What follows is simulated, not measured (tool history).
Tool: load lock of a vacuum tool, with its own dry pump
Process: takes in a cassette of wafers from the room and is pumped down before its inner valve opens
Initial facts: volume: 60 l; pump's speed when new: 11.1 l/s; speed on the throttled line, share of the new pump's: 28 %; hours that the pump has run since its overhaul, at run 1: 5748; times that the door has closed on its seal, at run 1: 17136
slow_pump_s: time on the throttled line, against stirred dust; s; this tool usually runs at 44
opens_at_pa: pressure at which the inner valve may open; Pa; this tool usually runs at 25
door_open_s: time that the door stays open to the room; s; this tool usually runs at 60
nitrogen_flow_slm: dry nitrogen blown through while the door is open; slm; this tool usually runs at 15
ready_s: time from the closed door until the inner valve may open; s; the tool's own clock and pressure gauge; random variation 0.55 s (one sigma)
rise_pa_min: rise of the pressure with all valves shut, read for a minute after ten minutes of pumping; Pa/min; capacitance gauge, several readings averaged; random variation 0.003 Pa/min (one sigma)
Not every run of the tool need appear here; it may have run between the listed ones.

run	hour	slow_pump_s	opens_at_pa	door_open_s	nitrogen_flow_slm	hours that the pump has run since its overhaul	times that the door has closed on its seal	incoming humidity of the room's air, %	ready_s	rise_pa_min
1	0	44	25	60	15	5748	17136	44.9	80.6	0.237
2	131	44	25	60	15	5879	17468	40.3	80.4	0.226
3	274.8	44	25	60	15	6023	17833	42.9	79.8	0.235
4	454.9	77	25	60	15	6203	18290	41.9	104.5	0.245
5	542.9	77	25	60	15	6291	18514	44.7	102.6	0.261
6	645.9	77	25	60	15	6394	18775	46	103.3	0.263
7	759	44	25	60	15	6507	19062	43.9	81.4	0.266
8	876.5	44	25	60	15	6625	19360	47.4	80.6	0.266
9	979.3	44	25	60	15	6727	19621	46	80.4	0.276
10	1166	44	25	60	15	6914	20095	48.1	81.1	0.288
11	1332.3	37	25	27	5	7080	20517	42	77.4	0.274
12	1450.9	44	26	58	11	7199	20817	43	81.1	0.297
13	1636.1	48	26	37	8	7384	21288	39.8	85	0.293
14	1788.6	57	46	26	7	7537	21674	49.5	86.6	0.303
15	1870.6	57	24	26	7	7619	21883	43.7	91.3	0.307
16	1991.4	26	25	126	15	7740	22189	49	69.8	0.38
17	2136.8	26	25	126	15	7885	22558	42.2	70.1	0.364
18	2306.7	26	23	115	10	8055	22989	45.8	69.5	0.392
19	2475.9	83	25	60	7	8224	23419	46	107.4	0.355

What if the next run were any one of these 3? Each begins from the tool's condition after run 19:
A	2574.7	83	43	60	10	8323	23670	45.5	?	?
B	2574.7	26	25	188	15	8323	23670	46.3	?	?
C	2574.7	83	44	41	39	8323	23670	44.9	?	?

run	ready_s	rise_pa_min
A	105.7	0.366
B	70	0.43
C	103.2	0.353
With no hidden state in the tool, these same runs would have given:
run	ready_s	rise_pa_min
A	102.5	0.053
B	63.6	0.119
C	100.1	0.032
